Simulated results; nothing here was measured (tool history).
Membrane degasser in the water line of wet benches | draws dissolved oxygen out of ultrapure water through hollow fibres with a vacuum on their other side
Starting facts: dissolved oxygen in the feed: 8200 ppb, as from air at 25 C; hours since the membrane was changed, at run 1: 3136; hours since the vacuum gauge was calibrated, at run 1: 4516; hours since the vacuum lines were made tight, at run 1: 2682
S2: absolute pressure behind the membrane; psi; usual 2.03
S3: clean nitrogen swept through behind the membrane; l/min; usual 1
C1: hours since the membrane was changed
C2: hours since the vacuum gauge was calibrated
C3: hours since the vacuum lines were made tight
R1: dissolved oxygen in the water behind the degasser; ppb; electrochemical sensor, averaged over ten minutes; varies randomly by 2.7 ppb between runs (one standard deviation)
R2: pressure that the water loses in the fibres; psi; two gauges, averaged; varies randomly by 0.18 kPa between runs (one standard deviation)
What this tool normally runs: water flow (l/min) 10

{"run": 1, "hour": 0.0, "water flow (l/min)": 10, "S2": 2.03, "S3": 1, "C1": 3136, "C2": 4516, "C3": 2682, "R1": 290, "R2": 5.291}
{"run": 2, "hour": 154.9, "water flow (l/min)": 10, "S2": 2.03, "S3": 1, "C1": 3291, "C2": 4671, "C3": 2837, "R1": 290.6, "R2": 5.317}
{"run": 3, "hour": 291.2, "water flow (l/min)": 10, "S2": 2.03, "S3": 1, "C1": 3427, "C2": 4807, "C3": 2974, "R1": 289, "R2": 5.387}
{"run": 4, "hour": 431.2, "water flow (l/min)": 10, "S2": 2.03, "S3": 1, "C1": 3567, "C2": 4947, "C3": 3113, "R1": 283.2, "R2": 5.324}
{"run": 5, "hour": 521.4, "water flow (l/min)": 10, "S2": 2.03, "S3": 1, "C1": 3657, "C2": 5038, "C3": 3204, "R1": 290.2, "R2": 5.337}
{"run": 6, "hour": 687.8, "water flow (l/min)": 10, "S2": 2.03, "S3": 1, "C1": 3823, "C2": 5204, "C3": 3370, "R1": 290.7, "R2": 5.337}
{"run": 7, "hour": 799.2, "water flow (l/min)": 10, "S2": 2.03, "S3": 1, "C1": 3935, "C2": 5315, "C3": 3481, "R1": 290.1, "R2": 5.369}
{"run": 8, "hour": 945.9, "water flow (l/min)": 10, "S2": 1.23, "S3": 1, "C1": 4082, "C2": 5462, "C3": 3628, "R1": 165.4, "R2": 5.361}
{"run": 9, "hour": 1093.2, "water flow (l/min)": 10, "S2": 1.23, "S3": 1, "C1": 4229, "C2": 5609, "C3": 3776, "R1": 170.3, "R2": 5.356}
{"run": 10, "hour": 1188.0, "water flow (l/min)": 10, "S2": 1.23, "S3": 1, "C1": 4324, "C2": 5704, "C3": 3870, "R1": 169.5, "R2": 5.349}
{"run": 11, "hour": 1300.4, "water flow (l/min)": 10, "S2": 1.23, "S3": 1, "C1": 4436, "C2": 5817, "C3": 3983, "R1": 168.6, "R2": 5.381}
{"run": 12, "hour": 1425.8, "water flow (l/min)": 10, "S2": 3.25, "S3": 0.46, "C1": 4561, "C2": 5942, "C3": 4108, "R1": 908, "R2": 5.394}
{"run": 13, "hour": 1532.0, "water flow (l/min)": 8, "S2": 2.03, "S3": 1.05, "C1": 4668, "C2": 6048, "C3": 4214, "R1": 219.1, "R2": 4.326}
{"run": 14, "hour": 1695.2, "water flow (l/min)": 10, "S2": 1.75, "S3": 1.58, "C1": 4831, "C2": 6211, "C3": 4378, "R1": 176.2, "R2": 5.379}
{"run": 15, "hour": 1786.1, "water flow (l/min)": 7, "S2": 1.99, "S3": 1, "C1": 4922, "C2": 6302, "C3": 4468, "R1": 197.5, "R2": 3.758}
{"hour": 1860.4, "done": "seals of the vacuum lines changed"}
{"run": 16, "hour": 1868.1, "water flow (l/min)": 7, "S2": 2.03, "S3": 1.23, "C1": 5002, "C2": 6382, "C3": 8, "R1": 163.2, "R2": 3.755}
{"run": 17, "hour": 1942.3, "water flow (l/min)": 10, "S2": 2.87, "S3": 2.48, "C1": 5076, "C2": 6456, "C3": 82, "R1": 199.6, "R2": 5.461}
{"run": 18, "hour": 2035.3, "water flow (l/min)": 10, "S2": 2.87, "S3": 2.48, "C1": 5169, "C2": 6549, "C3": 175, "R1": 199.7, "R2": 5.446}
{"run": 19, "hour": 2145.7, "water flow (l/min)": 10, "S2": 1.44, "S3": 1.63, "C1": 5279, "C2": 6660, "C3": 285, "R1": 139, "R2": 5.42}

What does the tool deliver on the next run?
{"run": 20, "hour": 2248.2, "water flow (l/min)": 10, "S2": 1.84, "S3": 1.9, "C1": 5382, "C2": 6762, "C3": 388, "R1": "?", "R2": "?"}

{"run 20": {"R1": 155.9, "R2": 5.417}}
Minus the tool's unlogged condition, the same run would have read R1 141.9 ppb, R2 5.227 psi.
